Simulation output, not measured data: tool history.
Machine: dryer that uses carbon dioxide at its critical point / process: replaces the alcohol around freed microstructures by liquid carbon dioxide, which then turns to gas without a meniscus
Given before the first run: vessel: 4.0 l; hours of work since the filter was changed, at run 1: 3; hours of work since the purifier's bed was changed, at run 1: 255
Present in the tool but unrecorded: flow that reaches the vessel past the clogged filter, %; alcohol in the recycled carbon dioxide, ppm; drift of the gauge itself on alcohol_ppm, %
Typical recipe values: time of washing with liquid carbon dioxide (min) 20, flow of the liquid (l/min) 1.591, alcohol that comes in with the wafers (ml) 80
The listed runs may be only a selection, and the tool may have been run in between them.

run	hour	time of washing with liquid carbon dioxide (min)	flow of the liquid (l/min)	alcohol that comes in with the wafers (ml)	hours of work since the filter was changed	hours of work since the purifier's bed was changed	alcohol left in the vessel before it's heated (ppm by volume)
1	0	20	1.591	80	3	255	85
2	26.3	21	1.591	80	18	270	79
3	44.7	21	1.591	80	29	280	79
4	61.3	21	1.591	80	38	290	80
5	73.3	21	1.591	80	45	297	87
6	85.1	18	1.591	80	51	303	130
7	110.3	20	1.591	80	65	317	94
8	126.2	21	1.591	80	74	326	88
9	148.8	21	1.591	80	87	339	83
10	169.7	20	1.591	80	99	351	106
11	182.6	18	1.591	80	106	358	155
12	196	18	1.591	80	114	366	149
13	212.4	20	0.98	80	123	375	580
14	228.1	20	1.591	67	132	384	112
15	249.6	20	1.591	80	144	396	121
16	272.2	13	1.591	80	157	408	542
17	283.9	22	1.591	80	163	415	102
18	298.7	22	1.591	80	172	423	109
19	314.3	22	1.591	80	180	432	106
20	328.3	22	1.591	80	188	440	101
# hour 348.7: inlet filter changed
21	352.5	22	1.591	80	2	453	83
22	369	20	1.591	24	11	462	92
23	385.3	20	1.591	24	21	472	88
24	409.8	20	1.591	80	34	485	114
25	433.2	29	2.01	80	48	499	81
26	452.6	29	2.01	80	58	509	79
27	463.3	29	2.01	80	65	515	76
28	474.3	23	1.55	67	71	522	103
29	489.3	31	1.45	21	79	530	88
30	511.6	31	1.45	21	92	543	82
31	533.7	31	1.45	21	104	555	86
32	544.4	16	1.9	41	110	561	124
33	567.6	15	1.28	21	123	574	243
34	586.5	20	1.89	52	134	585	97

Forecast run 35:
35	608.4	20	2.5	64	146	597	?

{"run 35": {"alcohol left in the vessel before it's heated (ppm by volume)": 98}}
Minus the tool's unlogged condition, the same run would have read alcohol left in the vessel before it's heated (ppm by volume) 10.
